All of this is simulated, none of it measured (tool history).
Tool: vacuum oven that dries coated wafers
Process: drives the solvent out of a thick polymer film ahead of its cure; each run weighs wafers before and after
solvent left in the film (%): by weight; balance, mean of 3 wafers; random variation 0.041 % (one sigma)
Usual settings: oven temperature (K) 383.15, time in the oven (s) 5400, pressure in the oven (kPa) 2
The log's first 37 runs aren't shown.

run	hour	oven temperature (K)	time in the oven (s)	pressure in the oven (kPa)	solvent left in the film (%)
38	624.7	393.15	3300	2.38	3.11
39	636.7	393.15	3300	2.38	3.11
40	647.9	388.15	3300	2.38	4.07
41	658.3	388.15	3300	2.38	3.98
# hour 665.9: oven's thermocouples calibrated
42	670.8	388.15	3300	1.3	3.44
43	690.8	388.15	2760	1.3	3.98
44	700.8	379.15	5400	3.86	4.59
45	713.5	379.15	5400	3.86	4.65
46	725.3	379.15	5400	3.86	4.49

3 ways to go on from here, each from the tool as it stands after run 46. What would each give?
A	738.9	383.15	8940	2	?
B	738.9	379.15	3000	3.86	?
C	738.9	379.15	2700	3.86	?

run	solvent left in the film (%)
A	1.76
B	6.26
C	6.67
Without the tool's hidden state the same runs would have given:
run	solvent left in the film (%)
A	1.69
B	6.16
C	6.57

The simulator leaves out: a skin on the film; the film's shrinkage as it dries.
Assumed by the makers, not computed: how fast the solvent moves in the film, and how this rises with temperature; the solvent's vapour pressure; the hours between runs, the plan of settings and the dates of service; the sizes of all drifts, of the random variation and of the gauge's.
